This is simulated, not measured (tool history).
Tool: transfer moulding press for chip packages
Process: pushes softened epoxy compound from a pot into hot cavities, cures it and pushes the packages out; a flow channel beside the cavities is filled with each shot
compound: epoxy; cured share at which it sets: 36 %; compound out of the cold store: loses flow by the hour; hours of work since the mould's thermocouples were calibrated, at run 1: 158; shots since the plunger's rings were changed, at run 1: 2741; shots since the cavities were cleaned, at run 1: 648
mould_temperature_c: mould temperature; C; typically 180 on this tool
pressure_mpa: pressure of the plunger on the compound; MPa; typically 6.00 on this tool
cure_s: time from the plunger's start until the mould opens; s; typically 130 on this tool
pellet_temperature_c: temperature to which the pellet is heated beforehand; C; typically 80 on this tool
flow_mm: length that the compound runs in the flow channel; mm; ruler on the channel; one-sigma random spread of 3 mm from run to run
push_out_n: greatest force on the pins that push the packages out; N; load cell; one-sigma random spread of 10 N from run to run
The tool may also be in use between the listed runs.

run  hour  mould_temperature_c  pressure_mpa  cure_s  pellet_temperature_c  hours of work since the mould's thermocouples were calibrated  shots since the plunger's rings were changed  shots since the cavities were cleaned  incoming compound's hours out of the cold store  flow_mm  push_out_n
  1   0.0                  180          6.00     130                    80                                                            158                                          2741                                    648                                             41.4      875         441
  2   4.9                  180          6.89     130                    80                                                            161                                          2789                                    696                                             24.4      976         444
  3  13.7                  180          6.89     130                    80                                                            167                                          2877                                    784                                             26.3      972         469
  4  18.2                  180          6.89     130                    80                                                            170                                          2921                                    828                                             23.6      985         473
     22.3  -- cavities cleaned with cleaning compound and waxed
  5  24.4                  180          6.89     130                    80                                                            173                                          2968                                     20                                             44.2      929         448
  6  33.4                  180          6.89     130                    80                                                            180                                          3057                                    109                                             34.6      952         464
  7  40.7                  180          6.00     130                    80                                                            184                                          3129                                    181                                             46.6      864         458
     49.3  -- plunger's sealing rings changed
  8  51.8                  180          6.00     130                    80                                                            190                                            24                                    266                                             42.2      865         468
  9  59.7                  180          6.00     130                    86                                                            196                                           103                                    345                                             47.5      851         450
 10  67.1                  180          6.00     130                    86                                                            201                                           176                                    418                                             45.3      853         459
 11  72.4                  172          4.57     170                    86                                                            204                                           229                                    471                                             30.3      815         489
 12  77.8                  186          6.14     144                    74                                                            208                                           281                                    523                                             27.1      888         399
 13  82.1                  180          6.44     127                    73                                                            211                                           325                                    567                                             42.6      899         457

Describe how what the log doesn't record of the tool's condition differs between the last listed run preceding each entry between runs and the first listed run following it.
From run 4 to run 5: cavities cleaned with cleaning compound and waxed (hour 22.3)
  grip of the stained cavities, % over clean ones': 1.2 -> 0
From run 7 to run 8: plunger's sealing rings changed (hour 49.3)
  pressure that reaches the compound, % of what is set: 99.81 -> 100; grip of the stained cavities, % over clean ones': 0.4 -> 0.5
